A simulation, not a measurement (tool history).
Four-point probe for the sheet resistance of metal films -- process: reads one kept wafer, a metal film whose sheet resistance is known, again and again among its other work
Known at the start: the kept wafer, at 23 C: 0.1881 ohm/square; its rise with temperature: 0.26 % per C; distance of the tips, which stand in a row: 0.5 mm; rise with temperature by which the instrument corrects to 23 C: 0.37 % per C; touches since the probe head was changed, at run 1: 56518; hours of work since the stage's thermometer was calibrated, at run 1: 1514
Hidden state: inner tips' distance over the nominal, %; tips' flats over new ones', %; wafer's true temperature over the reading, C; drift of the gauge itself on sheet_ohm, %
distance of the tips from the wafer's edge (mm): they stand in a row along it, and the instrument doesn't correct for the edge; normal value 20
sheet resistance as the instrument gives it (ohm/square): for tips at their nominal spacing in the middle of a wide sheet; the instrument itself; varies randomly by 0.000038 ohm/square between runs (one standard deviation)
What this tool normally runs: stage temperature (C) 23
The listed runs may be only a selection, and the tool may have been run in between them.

run    hour  stage temperature (C)  distance of the tips from the wafer's edge (mm)  touches since the probe head was changed  hours of work since the stage's thermometer was calibrated  sheet resistance as the instrument gives it (ohm/square)
  1       0                     23                                               20                                     56518                                                        1514                                                  0.187689
  2    39.5                     23                                               10                                     57673                                                        1530                                                  0.187863
  3    95.9                     23                                               20                                     59321                                                        1553                                                  0.187647
  4   145.9                     30                                               20                                     60783                                                        1573                                                  0.186245
  5     179                     29                                               20                                     61751                                                        1586                                                  0.186489
  6   245.7                     29                                               20                                     63699                                                        1613                                                  0.186391
  7   322.4                     29                                               20                                     65942                                                        1644                                                  0.186375
  8   379.5                     25                                               20                                     67609                                                        1667                                                  0.187223
  9   438.1                     25                                               20                                     69322                                                        1691                                                  0.187217
 10     491                     25                                               20                                     70869                                                        1712                                                  0.187044
 11     534                     23                                               17                                     72123                                                        1729                                                   0.18747
 12   577.8                     23                                               17                                     73405                                                        1747                                                  0.187553
 13   634.4                     23                                               20                                     75059                                                        1770                                                  0.187495
 14   702.6                     23                                               20                                     77052                                                        1797                                                  0.187448
 15   737.8                     23                                               20                                     78081                                                        1812                                                  0.187384
 16     772                     23                                               20                                     79082                                                        1825                                                  0.187455
 17   805.8                     23                                               20                                     80067                                                        1839                                                   0.18746
 18   861.8                     23                                                6                                     81704                                                        1862                                                  0.188136
 19   912.5                     23                                               56                                     83186                                                        1882                                                   0.18738
 20   950.7                     23                                               20                                     84305                                                        1898                                                  0.187504
 21  1002.6                     23                                               17                                     85820                                                        1918                                                  0.187423
 22    1070                     23                                               17                                     87790                                                        1946                                                  0.187451
 23  1101.1                     23                                               17                                     88698                                                        1958                                                  0.187345
 24  1158.2                     23                                               17                                     90366                                                        1981                                                  0.187442
 25  1215.9                     22                                                4                                     92055                                                        2004                                                  0.189114
 26  1290.6                     23                                               20                                     94236                                                        2035                                                  0.187332
 27  1334.2                     30                                               15                                     95512                                                        2052                                                  0.186018
 28  1409.6                     27                                               20                                     97716                                                        2083                                                  0.186501
 29  1456.7                     30                                                9                                     99091                                                        2102                                                  0.186177
 30  1524.7                     34                                               30                                    101079                                                        2129                                                   0.18514
 31  1595.3                     23                                                5                                    103142                                                        2157                                                  0.188307
 32  1669.7                     21                                                4                                    105317                                                        2188                                                  0.189187
 33  1724.7                     29                                                7                                    106924                                                        2210                                                  0.186507
 34  1758.1                     26                                                8                                    107900                                                        2223                                                   0.18697
 35  1791.8                     19                                               20                                    108886                                                        2237                                                  0.188077
 36  1865.8                     19                                               20                                    111048                                                        2267                                                  0.188017
 37  1927.4                     19                                               20                                    112849                                                        2291                                                   0.18795
 38  1976.8                     30                                               25                                    114292                                                        2311                                                  0.185805
 39  2025.6                     28                                               15                                    115717                                                        2331                                                  0.186278
 40  2067.6                     21                                               12                                    116946                                                        2348                                                  0.187592
 41  2099.9                     23                                               32                                    117891                                                        2361                                                  0.187048
 42  2154.1                     34                                               51                                    119473                                                        2383                                                  0.184944
 43  2190.1                     32                                                8                                    120526                                                        2397                                                  0.185668
 44  2234.7                     32                                                8                                    121829                                                        2415                                                  0.185715

Here are 4 independent what-if runs from the current tool condition. What would each one return?
  A  2266.9                     31                                               24                                    122770                                                        2428                                                         ?
  B  2266.9                     32                                               61                                    122770                                                        2428                                                         ?
  C  2266.9                     23                                               16                                    122770                                                        2428                                                         ?
  D  2266.9                     22                                                8                                    122770                                                        2428                                                         ?

run  sheet resistance as the instrument gives it (ohm/square)
  A                                                  0.185536
  B                                                  0.185298
  C                                                  0.187092
  D                                                  0.187597
Take away the tool's hidden state, keep each run's random variation, and the runs would have read:
run  sheet resistance as the instrument gives it (ohm/square)
  A                                                  0.186583
  B                                                  0.186343
  C                                                  0.188155
  D                                                  0.188663
